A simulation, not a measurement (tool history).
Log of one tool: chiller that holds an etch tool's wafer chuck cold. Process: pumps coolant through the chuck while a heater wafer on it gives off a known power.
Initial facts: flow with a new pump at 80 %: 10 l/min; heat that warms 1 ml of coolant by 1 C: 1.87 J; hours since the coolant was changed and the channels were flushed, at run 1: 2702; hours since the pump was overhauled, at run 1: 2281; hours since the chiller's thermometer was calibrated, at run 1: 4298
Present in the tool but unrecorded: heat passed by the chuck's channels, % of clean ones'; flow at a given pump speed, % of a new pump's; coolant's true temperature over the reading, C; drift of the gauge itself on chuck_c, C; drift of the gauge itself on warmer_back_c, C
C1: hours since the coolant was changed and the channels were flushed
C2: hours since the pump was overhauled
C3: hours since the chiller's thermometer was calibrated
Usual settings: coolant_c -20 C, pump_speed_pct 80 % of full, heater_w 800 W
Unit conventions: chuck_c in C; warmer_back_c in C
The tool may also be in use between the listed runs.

run 1 day=0 | coolant_c=-20 pump_speed_pct=80 heater_w=800 | C1=2702 C2=2281 C3=4298 | chuck_c=-14.51 warmer_back_c=2.56
run 2 day=2.117 | coolant_c=-20 pump_speed_pct=80 heater_w=800 | C1=2753 C2=2332 C3=4348 | chuck_c=-14.74 warmer_back_c=2.59
run 3 day=4.312 | coolant_c=-20 pump_speed_pct=80 heater_w=800 | C1=2806 C2=2385 C3=4401 | chuck_c=-14.45 warmer_back_c=2.58
run 4 day=5.996 | coolant_c=-20 pump_speed_pct=80 heater_w=800 | C1=2846 C2=2425 C3=4441 | chuck_c=-14.36 warmer_back_c=2.63
run 5 day=9.046 | coolant_c=-20 pump_speed_pct=80 heater_w=800 | C1=2919 C2=2498 C3=4515 | chuck_c=-14.5 warmer_back_c=2.6
run 6 day=10.575 | coolant_c=-20 pump_speed_pct=80 heater_w=800 | C1=2956 C2=2535 C3=4551 | chuck_c=-14.24 warmer_back_c=2.6
run 7 day=12.271 | coolant_c=-20 pump_speed_pct=80 heater_w=800 | C1=2997 C2=2576 C3=4592 | chuck_c=-14.5 warmer_back_c=2.64
run 8 day=15.129 | coolant_c=-20 pump_speed_pct=80 heater_w=800 | C1=3065 C2=2644 C3=4661 | chuck_c=-14.44 warmer_back_c=2.67
run 9 day=16.858 | coolant_c=-20 pump_speed_pct=68 heater_w=800 | C1=3107 C2=2686 C3=4702 | chuck_c=-13.62 warmer_back_c=3.11
run 10 day=18.746 | coolant_c=-20 pump_speed_pct=80 heater_w=800 | C1=3152 C2=2731 C3=4747 | chuck_c=-14.4 warmer_back_c=2.7
run 11 day=20.367 | coolant_c=-20 pump_speed_pct=61 heater_w=800 | C1=3191 C2=2770 C3=4786 | chuck_c=-13.19 warmer_back_c=3.52
run 12 day=23.062 | coolant_c=-20 pump_speed_pct=61 heater_w=800 | C1=3256 C2=2835 C3=4851 | chuck_c=-13.15 warmer_back_c=3.53
run 13 day=26.179 | coolant_c=-14 pump_speed_pct=75 heater_w=800 | C1=3330 C2=2909 C3=4926 | chuck_c=-8.19 warmer_back_c=2.94
run 14 day=27.721 | coolant_c=-14 pump_speed_pct=75 heater_w=800 | C1=3367 C2=2946 C3=4963 | chuck_c=-8.25 warmer_back_c=2.94
run 15 day=30.504 | coolant_c=-25 pump_speed_pct=77 heater_w=467 | C1=3434 C2=3013 C3=5030 | chuck_c=-21.7 warmer_back_c=1.77
run 16 day=33.467 | coolant_c=-11 pump_speed_pct=77 heater_w=812 | C1=3505 C2=3084 C3=5101 | chuck_c=-5.11 warmer_back_c=2.89
run 17 day=35.25 | coolant_c=-11 pump_speed_pct=77 heater_w=812 | C1=3548 C2=3127 C3=5144 | chuck_c=-5.34 warmer_back_c=2.94
-- day=36.904 coolant changed, channels flushed
run 18 day=37.342 | coolant_c=-20 pump_speed_pct=67 heater_w=585 | C1=10 C2=3171 C3=5188 | chuck_c=-15.29 warmer_back_c=2.47
run 19 day=39.346 | coolant_c=-20 pump_speed_pct=80 heater_w=988 | C1=59 C2=3219 C3=5236 | chuck_c=-13.14 warmer_back_c=3.43
run 20 day=42.425 | coolant_c=-20 pump_speed_pct=80 heater_w=988 | C1=132 C2=3293 C3=5310 | chuck_c=-13.26 warmer_back_c=3.39

Each row is a separate what-if for the run after 20, all from the same tool condition, not one after another. Results?
run A day=43.779 | coolant_c=-20 pump_speed_pct=65 heater_w=889 | C1=165 C2=3326 C3=5342 | chuck_c=? warmer_back_c=?
run B day=43.779 | coolant_c=-20 pump_speed_pct=85 heater_w=1087 | C1=165 C2=3326 C3=5342 | chuck_c=? warmer_back_c=?
run C day=43.779 | coolant_c=-19 pump_speed_pct=88 heater_w=800 | C1=165 C2=3326 C3=5342 | chuck_c=? warmer_back_c=?
run D day=43.779 | coolant_c=-20 pump_speed_pct=89 heater_w=1081 | C1=165 C2=3326 C3=5342 | chuck_c=? warmer_back_c=?
run E day=43.779 | coolant_c=-20 pump_speed_pct=63 heater_w=411 | C1=165 C2=3326 C3=5342 | chuck_c=? warmer_back_c=?

run=A chuck_c=-12.81 warmer_back_c=3.82
run=B chuck_c=-12.95 warmer_back_c=3.58
run=C chuck_c=-13.95 warmer_back_c=2.6
run=D chuck_c=-13.17 warmer_back_c=3.38
run=E chuck_c=-16.42 warmer_back_c=1.94
The same runs, with their run-to-run variation unchanged, on a tool lacking any hidden condition would have given:
run=A chuck_c=-12.8 warmer_back_c=3.56
run=B chuck_c=-12.95 warmer_back_c=3.31
run=C chuck_c=-13.93 warmer_back_c=2.33
run=D chuck_c=-13.16 warmer_back_c=3.12
run=E chuck_c=-16.41 warmer_back_c=1.67
